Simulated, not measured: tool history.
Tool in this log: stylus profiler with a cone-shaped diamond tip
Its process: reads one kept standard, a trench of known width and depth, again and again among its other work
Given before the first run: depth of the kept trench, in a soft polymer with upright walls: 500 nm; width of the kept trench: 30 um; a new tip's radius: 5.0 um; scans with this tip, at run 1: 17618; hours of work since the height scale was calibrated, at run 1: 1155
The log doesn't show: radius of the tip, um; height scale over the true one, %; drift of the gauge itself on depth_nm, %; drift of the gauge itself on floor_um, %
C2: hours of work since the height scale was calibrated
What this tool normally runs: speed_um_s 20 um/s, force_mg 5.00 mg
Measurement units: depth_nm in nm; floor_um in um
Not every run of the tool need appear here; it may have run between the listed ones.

Run 1, hour 0.0: usual settings; scans with this tip 17618; C2 1155. Result: depth_nm 512.75 nm, floor_um 23.61 um.
Run 2, hour 76.3: usual settings; scans with this tip 17919; C2 1196. Result: depth_nm 512.75 nm, floor_um 23.62 um.
At hour 118.2: height scale calibrated on a step standard.
Run 3, hour 186.1: usual settings but force_mg 4.79 mg; scans with this tip 18350; C2 37. Result: depth_nm 513.37 nm, floor_um 23.53 um.
Run 4, hour 236.3: usual settings but force_mg 4.79 mg; scans with this tip 18548; C2 63. Result: depth_nm 513.41 nm, floor_um 23.55 um.
Run 5, hour 295.8: usual settings but force_mg 4.79 mg; scans with this tip 18783; C2 95. Result: depth_nm 513.29 nm, floor_um 23.51 um.
Run 6, hour 366.1: usual settings; scans with this tip 19060; C2 133. Result: depth_nm 513.69 nm, floor_um 23.49 um.
Run 7, hour 440.3: usual settings but speed_um_s 36 um/s; scans with this tip 19353; C2 173. Result: depth_nm 513.64 nm, floor_um 23.46 um.
Run 8, hour 495.0: usual settings but speed_um_s 36 um/s; scans with this tip 19568; C2 203. Result: depth_nm 513.72 nm, floor_um 23.36 um.
Run 9, hour 552.5: usual settings; scans with this tip 19795; C2 233. Result: depth_nm 513.33 nm, floor_um 23.49 um.
Run 10, hour 639.4: usual settings but speed_um_s 14 um/s; scans with this tip 20138; C2 280. Result: depth_nm 513.50 nm, floor_um 23.43 um.
Run 11, hour 688.2: usual settings; scans with this tip 20330; C2 306. Result: depth_nm 513.44 nm, floor_um 23.39 um.
Run 12, hour 799.8: usual settings; scans with this tip 20770; C2 366. Result: depth_nm 513.48 nm, floor_um 23.44 um.
Run 13, hour 847.0: usual settings; scans with this tip 20957; C2 392. Result: depth_nm 513.41 nm, floor_um 23.33 um.
Run 14, hour 944.4: usual settings; scans with this tip 21341; C2 444. Result: depth_nm 513.53 nm, floor_um 23.29 um.
Run 15, hour 1016.7: usual settings; scans with this tip 21626; C2 483. Result: depth_nm 513.42 nm, floor_um 23.24 um.
Run 16, hour 1095.3: usual settings but speed_um_s 14 um/s; scans with this tip 21936; C2 525. Result: depth_nm 513.08 nm, floor_um 23.22 um.
Run 17, hour 1161.9: usual settings but speed_um_s 14 um/s; scans with this tip 22198; C2 561. Result: depth_nm 513.28 nm, floor_um 23.22 um.
Run 18, hour 1260.4: usual settings; scans with this tip 22587; C2 614. Result: depth_nm 513.19 nm, floor_um 23.26 um.
Run 19, hour 1369.9: usual settings but force_mg 9.88 mg; scans with this tip 23019; C2 673. Result: depth_nm 520.95 nm, floor_um 23.19 um.
Run 20, hour 1463.6: usual settings but force_mg 9.88 mg; scans with this tip 23388; C2 723. Result: depth_nm 521.12 nm, floor_um 23.13 um.
Run 21, hour 1513.0: usual settings but force_mg 12.26 mg; scans with this tip 23583; C2 750. Result: depth_nm 524.13 nm, floor_um 23.15 um.
Run 22, hour 1596.9: usual settings but force_mg 12.26 mg; scans with this tip 23914; C2 795. Result: depth_nm 524.21 nm, floor_um 23.14 um.
Run 23, hour 1706.0: usual settings but speed_um_s 51 um/s, force_mg 1.70 mg; scans with this tip 24344; C2 854. Result: depth_nm 505.84 nm, floor_um 22.81 um.
At hour 1760.1: new tip fitted, height scale calibrated.
Run 24, hour 1794.4: usual settings but speed_um_s 53 um/s, force_mg 4.05 mg; scans with this tip 135; C2 18. Result: depth_nm 512.08 nm, floor_um 25.43 um.
Run 25, hour 1872.2: usual settings but speed_um_s 46 um/s, force_mg 3.16 mg; scans with this tip 442; C2 60. Result: depth_nm 510.00 nm, floor_um 25.49 um.
Run 26, hour 1923.7: usual settings but speed_um_s 19 um/s, force_mg 3.97 mg; scans with this tip 645; C2 88. Result: depth_nm 511.68 nm, floor_um 25.50 um.
Run 27, hour 2015.3: usual settings but speed_um_s 7 um/s, force_mg 11.81 mg; scans with this tip 1006; C2 137. Result: depth_nm 524.50 nm, floor_um 25.56 um.
Run 28, hour 2123.1: usual settings but speed_um_s 34 um/s, force_mg 3.01 mg; scans with this tip 1431; C2 195. Result: depth_nm 509.45 nm, floor_um 25.28 um.
Run 29, hour 2231.8: usual settings but speed_um_s 34 um/s, force_mg 3.01 mg; scans with this tip 1860; C2 254. Result: depth_nm 509.25 nm, floor_um 25.28 um.
Run 30, hour 2312.9: usual settings but speed_um_s 16 um/s, force_mg 10.73 mg; scans with this tip 2180; C2 297. Result: depth_nm 522.71 nm, floor_um 25.32 um.
Run 31, hour 2394.6: usual settings but speed_um_s 10 um/s, force_mg 5.26 mg; scans with this tip 2502; C2 341. Result: depth_nm 513.81 nm, floor_um 25.32 um.
Run 32, hour 2494.4: usual settings but speed_um_s 10 um/s, force_mg 5.26 mg; scans with this tip 2895; C2 395. Result: depth_nm 513.68 nm, floor_um 25.24 um.
Run 33, hour 2569.1: usual settings but speed_um_s 18 um/s, force_mg 11.57 mg; scans with this tip 3190; C2 435. Result: depth_nm 523.68 nm, floor_um 25.23 um.
Run 34, hour 2652.8: usual settings but speed_um_s 71 um/s, force_mg 2.18 mg; scans with this tip 3520; C2 480. Result: depth_nm 507.45 nm, floor_um 24.88 um.
Run 35, hour 2732.9: usual settings but speed_um_s 71 um/s, force_mg 2.18 mg; scans with this tip 3836; C2 523. Result: depth_nm 507.48 nm, floor_um 24.85 um.
Run 36, hour 2796.8: usual settings but force_mg 13.91 mg; scans with this tip 4088; C2 557. Result: depth_nm 526.80 nm, floor_um 25.11 um.
Run 37, hour 2885.2: usual settings but speed_um_s 5 um/s, force_mg 7.32 mg; scans with this tip 4437; C2 605. Result: depth_nm 517.11 nm, floor_um 25.08 um.
Run 38, hour 2943.7: usual settings but speed_um_s 27 um/s, force_mg 7.37 mg; scans with this tip 4667; C2 636. Result: depth_nm 517.37 nm, floor_um 25.02 um.
Run 39, hour 3040.9: usual settings but speed_um_s 22 um/s; scans with this tip 5051; C2 689. Result: depth_nm 513.14 nm, floor_um 25.00 um.
Run 40, hour 3088.4: usual settings but speed_um_s 22 um/s, force_mg 7.33 mg; scans with this tip 5238; C2 714. Result: depth_nm 517.20 nm, floor_um 25.03 um.
Run 41, hour 3185.9: usual settings but speed_um_s 22 um/s, force_mg 7.33 mg; scans with this tip 5622; C2 767. Result: depth_nm 517.18 nm, floor_um 24.93 um.

What if the next run were any one of these 3? Each begins from the tool's condition after run 41:
Run A, hour 3296.2: usual settings but speed_um_s 13 um/s, force_mg 5.93 mg; scans with this tip 6058; C2 826. Result: depth_nm ?, floor_um ?.
Run B, hour 3296.2: usual settings but speed_um_s 23 um/s, force_mg 9.24 mg; scans with this tip 6058; C2 826. Result: depth_nm ?, floor_um ?.
Run C, hour 3296.2: usual settings but speed_um_s 34 um/s, force_mg 13.77 mg; scans with this tip 6058; C2 826. Result: depth_nm ?, floor_um ?.

run  depth_nm  floor_um
  A    514.50     24.88
  B    520.13     24.93
  C    526.32     24.89
What these runs would have given with no unlogged condition in the tool:
run  depth_nm  floor_um
  A    515.44     25.58
  B    521.08     25.64
  C    527.29     25.59

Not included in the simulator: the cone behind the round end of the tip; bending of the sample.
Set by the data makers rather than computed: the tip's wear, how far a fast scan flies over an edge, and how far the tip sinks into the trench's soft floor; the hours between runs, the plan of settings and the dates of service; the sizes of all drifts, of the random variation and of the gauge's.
